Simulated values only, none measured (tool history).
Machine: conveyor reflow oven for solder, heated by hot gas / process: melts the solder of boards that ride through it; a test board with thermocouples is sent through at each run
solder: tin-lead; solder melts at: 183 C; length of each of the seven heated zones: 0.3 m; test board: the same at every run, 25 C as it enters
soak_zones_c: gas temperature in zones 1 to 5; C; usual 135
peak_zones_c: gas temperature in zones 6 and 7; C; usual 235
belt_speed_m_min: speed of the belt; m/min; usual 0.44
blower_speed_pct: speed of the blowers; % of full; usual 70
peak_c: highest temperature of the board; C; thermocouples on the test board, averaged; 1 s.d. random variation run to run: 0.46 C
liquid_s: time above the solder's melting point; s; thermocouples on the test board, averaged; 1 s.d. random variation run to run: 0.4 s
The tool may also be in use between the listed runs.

run   hour  soak_zones_c  peak_zones_c  belt_speed_m_min  blower_speed_pct  peak_c  liquid_s
  1      0           135           235              0.44                70   215.1      58.3
  2   14.7           126           235              0.44                70   213.2      52.8
  3   30.2           126           235              0.44                70   212.9      53.5
  4   40.6           125           235              0.44                70   213.1      51.9
  5   49.8           135           239              0.44                70   217.7      60.5
  6   57.9           135           239              0.44                70   217.7        60
  7   67.4           135           235              0.44                86   217.5      60.9
  8   82.3           135           235              0.44                86   217.1      60.7
  9   95.8           135           235              0.44                86   217.2      60.5
     102.2  -- flux residue cleaned out of gas plates and filters
 10  108.3           135           235              0.44                86   216.8        60
 11  118.3           135           235             0.441                70     214      56.2
 12  125.5           135           235             0.441                70   213.4      56.9
 13  137.7           135           235             0.441                70   213.3      55.8
 14    150           135           235             0.513                81   209.1      43.7
 15    159           135           247              0.44                75     225      65.3
 16  166.7           134           247             0.403                79   228.1      75.6
 17  177.5           135           235             0.429                70   213.8      57.9
 18    188           135           235             0.429                70   214.2      58.8
 19  195.1           145           229             0.376                51   211.5        69
     202.5  -- flux residue cleaned out of gas plates and filters, once more
 20  208.6           120           234             0.429                67   211.7      51.5
 21  223.6           135           243             0.524                70   215.8      49.1
 22  235.8           139           244              0.44                62   222.5      64.7
 23  246.2           139           244             0.472                53   217.1      56.6
 24  260.2           135           245              0.44                63   222.9      63.5

How would selected steps in peak_c from run to run divide? Give the signed amount a tool lacking its hidden state would still show from settings, what came in and random variation, and the signed amount left for the hidden state, including any gauge scatter that is not in both of the compared results.
Hidden state present: heat that the gas passes to the board, % of a clean oven's; belt's true speed, % of the reading; true gas temperature in zones 6 and 7 over the reading, C; drift of the gauge itself on peak_c, C; drift of the gauge itself on liquid_s, %.
Run 9 -> 10: flux residue cleaned out of gas plates and filters. peak_c -0.4 C: hidden state -1, all else +0.6.
Run 14 -> 15: peak_zones_c 235 -> 247, belt_speed_m_min 0.513 -> 0.44, blower_speed_pct 81 -> 75. peak_c +15.9 C: hidden state +0, all else +15.9.
Run 16 -> 17: soak_zones_c 134 -> 135, peak_zones_c 247 -> 235, belt_speed_m_min 0.403 -> 0.429, blower_speed_pct 79 -> 70. peak_c -14.3 C: hidden state +0.1, all else -14.4.
Run 19 -> 20: soak_zones_c 145 -> 120, peak_zones_c 229 -> 234, belt_speed_m_min 0.376 -> 0.429, blower_speed_pct 51 -> 67, flux residue cleaned out of gas plates and filters, once more. peak_c +0.2 C: hidden state +1.7, all else -1.5.

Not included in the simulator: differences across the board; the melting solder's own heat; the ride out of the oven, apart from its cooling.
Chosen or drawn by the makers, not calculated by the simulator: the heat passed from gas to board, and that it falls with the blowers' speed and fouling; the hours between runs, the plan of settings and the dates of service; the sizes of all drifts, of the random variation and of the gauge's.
